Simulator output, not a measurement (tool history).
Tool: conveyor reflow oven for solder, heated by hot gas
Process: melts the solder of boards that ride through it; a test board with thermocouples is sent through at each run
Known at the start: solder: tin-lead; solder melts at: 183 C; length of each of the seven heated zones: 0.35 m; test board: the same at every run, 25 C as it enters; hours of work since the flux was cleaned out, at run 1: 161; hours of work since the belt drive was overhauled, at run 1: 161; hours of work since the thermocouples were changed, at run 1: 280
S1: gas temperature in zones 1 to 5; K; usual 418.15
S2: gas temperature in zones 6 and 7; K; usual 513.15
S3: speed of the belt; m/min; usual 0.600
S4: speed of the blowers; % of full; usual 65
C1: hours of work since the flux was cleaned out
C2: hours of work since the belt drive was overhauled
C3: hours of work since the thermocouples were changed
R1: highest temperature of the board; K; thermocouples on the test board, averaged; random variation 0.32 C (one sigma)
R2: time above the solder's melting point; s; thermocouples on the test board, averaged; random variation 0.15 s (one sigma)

run    hour      S1      S2     S3  S4   C1    C2    C3      R1    R2
  1     0.0  418.15  513.15  0.600  65  161   161   280  496.85  58.9
       51.0  -- flux residue cleaned out of gas plates and filters
  2    54.3  418.15  513.15  0.600  65    2   191   310  497.25  59.6
  3   109.2  418.15  513.15  0.556  65   36   225   343  499.55  65.6
  4   175.5  418.15  513.15  0.556  65   76   265   384  498.25  65.7
  5   260.5  418.15  513.15  0.556  65  128   317   436  499.05  65.4
  6   341.0  418.15  513.15  0.600  65  177   366   485  495.45  58.8
      369.6  -- flux residue cleaned out of gas plates and filters
  7   409.9  418.15  513.15  0.600  65   25   405   524  496.65  59.4
  8   484.9  418.15  513.15  0.600  65   70   451   570  496.05  59.1
  9   553.6  418.15  513.15  0.600  65  112   493   612  495.95  59.2
 10   615.3  418.15  513.15  0.600  65  150   531   649  495.55  58.8
      685.6  -- flux residue cleaned out of gas plates and filters
 11   705.6  418.15  513.15  0.600  65   12   583   701  495.65  59.6
 12   759.7  418.15  513.15  0.600  65   45   616   734  496.25  59.6
 13   842.4  418.15  513.15  0.600  65   96   666   785  495.15  59.4
 14   916.2  418.15  513.15  0.600  65  141   711   830  495.65  58.7
 15   962.3  418.15  513.15  0.600  65  169   740   858  494.95  58.6
     1003.1  -- flux residue cleaned out of gas plates and filters
 16  1037.8  428.15  513.15  0.487  65   21   783   901  502.35  82.4
 17  1073.3  429.15  502.15  0.605  75   43   804   923  488.35  59.7
 18  1157.1  418.15  507.15  0.647  67   94   855   974  488.05  49.9
 19  1225.5  413.15  507.15  0.647  67  136   897  1016  486.55  47.1
 20  1278.7  425.15  516.15  0.548  55  168   930  1048  498.55  70.1
     1322.7  -- flux residue cleaned out of gas plates and filters
 21  1324.9  425.15  516.15  0.548  55    1   955  1074  500.45  70.7
 22  1388.6  418.15  515.15  0.600  65   40   994  1112  496.85  60.2
 23  1460.4  418.15  515.15  0.600  65   84  1038  1156  496.95  60.4
 24  1520.9  418.15  515.15  0.600  65  121  1075  1193  496.45  60.0
 25  1560.8  430.15  521.15  0.600  65  145  1099  1218  503.95  68.3
 26  1613.5  418.15  513.15  0.715  65  178  1131  1250  487.95  44.5
     1640.9  -- flux residue cleaned out of gas plates and filters
 27  1654.4  418.15  513.15  0.647  63    8  1153  1272  492.15  53.0
 28  1723.6  407.15  513.15  0.600  87   50  1195  1314  497.45  57.8
     1768.2  -- thermocouples of zones 6 and 7 changed
 29  1778.1  407.15  513.15  0.600  87   83  1227     6  499.75  58.9

The same runs without the tool's hidden state, with the same run-to-run variation:
The hidden state here: heat that the gas passes to the board, % of a clean oven's; belt's true speed, % of the reading; true gas temperature in zones 6 and 7 over the reading, C; drift of the gauge itself on peak_c, C; drift of the gauge itself on liquid_s, %.
run      R1    R2
  1  498.15  59.4
  2  497.55  59.5
  3  500.25  65.6
  4  499.35  65.9
  5  500.45  65.8
  6  497.35  59.6
  7  497.75  59.5
  8  497.45  59.4
  9  497.75  59.8
 10  497.65  59.6
 11  496.95  59.7
 12  497.85  59.8
 13  497.15  59.9
 14  497.95  59.4
 15  497.45  59.5
 16  504.35  82.2
 17  490.45  60.1
 18  490.55  50.9
 19  489.45  48.5
 20  501.45  70.6
 21  502.55  70.6
 22  499.15  60.5
 23  499.65  60.9
 24  499.45  60.6
 25  507.15  68.4
 26  491.45  46.0
 27  494.45  53.3
 28  500.45  58.1
 29  500.15  57.9
